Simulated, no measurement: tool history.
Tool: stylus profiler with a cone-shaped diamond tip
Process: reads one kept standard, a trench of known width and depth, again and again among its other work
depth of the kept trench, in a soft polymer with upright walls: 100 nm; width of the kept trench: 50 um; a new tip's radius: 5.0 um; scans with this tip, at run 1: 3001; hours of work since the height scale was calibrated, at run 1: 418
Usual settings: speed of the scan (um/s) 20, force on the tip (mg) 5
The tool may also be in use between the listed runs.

run     day  speed of the scan (um/s)  force on the tip (mg)  scans with this tip  hours of work since the height scale was calibrated  depth of the trench (nm)  width of the trench's floor (µm)
  1       0                        20                      5                 3001                                                  418                    101.73                             47.79
  2   1.754                        20                      5                 3199                                                  445                     101.8                             47.81
  3   3.567                        20                      5                 3402                                                  474                    101.87                             47.77
  4   5.246                        20                      5                 3591                                                  500                    101.81                             47.78
  5   6.608                        20                      5                 3745                                                  521                    101.82                             47.76
  6   7.725                        20                      5                 3870                                                  539                    101.81                             47.76
      7.921  -- height scale calibrated on a step standard
  7   9.329                        10                      5                 4048                                                   22                    102.04                             47.74
  8    10.7                         5                      5                 4202                                                   43                    101.94                             47.75
  9    11.7                        20                   6.54                 4315                                                   59                    102.37                             47.73
 10  13.117                        20                   5.78                 4474                                                   81                    102.07                             47.71
 11  14.517                         9                   5.28                 4631                                                  103                    102.06                             47.68
 12  16.196                        20                   11.8                 4820                                                  130                    103.26                             47.69
 13  17.504                        17                   2.16                 4967                                                  150                    101.26                              47.7
     18.738  -- height scale calibrated on a step standard, once more
 14   19.15                        17                   2.16                 5150                                                    6                     100.9                             47.68
 15  20.912                        17                   2.16                 5348                                                   34                    100.95                             47.69
 16  21.933                        51                  13.03                 5463                                                   50                    103.08                             47.66
 17  23.862                        51                  13.03                 5680                                                   80                    102.97                             47.63
 18  25.017                        26                  11.12                 5810                                                   98                    102.79                             47.68

Hidden state or all else? Some run-to-run changes of depth of the trench (nm), split into what the settings, what came in and random variation would give without the hidden state, and what is left for the hidden state (with any gauge scatter that isn't in both results):
The hidden state here: radius of the tip, um; height scale over the true one, %; drift of the gauge itself on depth_nm, %; drift of the gauge itself on floor_um, %.
Run 13 -> 14: height scale calibrated on a step standard, once more. depth of the trench (nm) -0.36: hidden state -0.41, all else +0.05.
Run 15 -> 16: speed of the scan (um/s) 17 -> 51, force on the tip (mg) 2.16 -> 13.03. depth of the trench (nm) +2.13: hidden state +0.01, all else +2.12.

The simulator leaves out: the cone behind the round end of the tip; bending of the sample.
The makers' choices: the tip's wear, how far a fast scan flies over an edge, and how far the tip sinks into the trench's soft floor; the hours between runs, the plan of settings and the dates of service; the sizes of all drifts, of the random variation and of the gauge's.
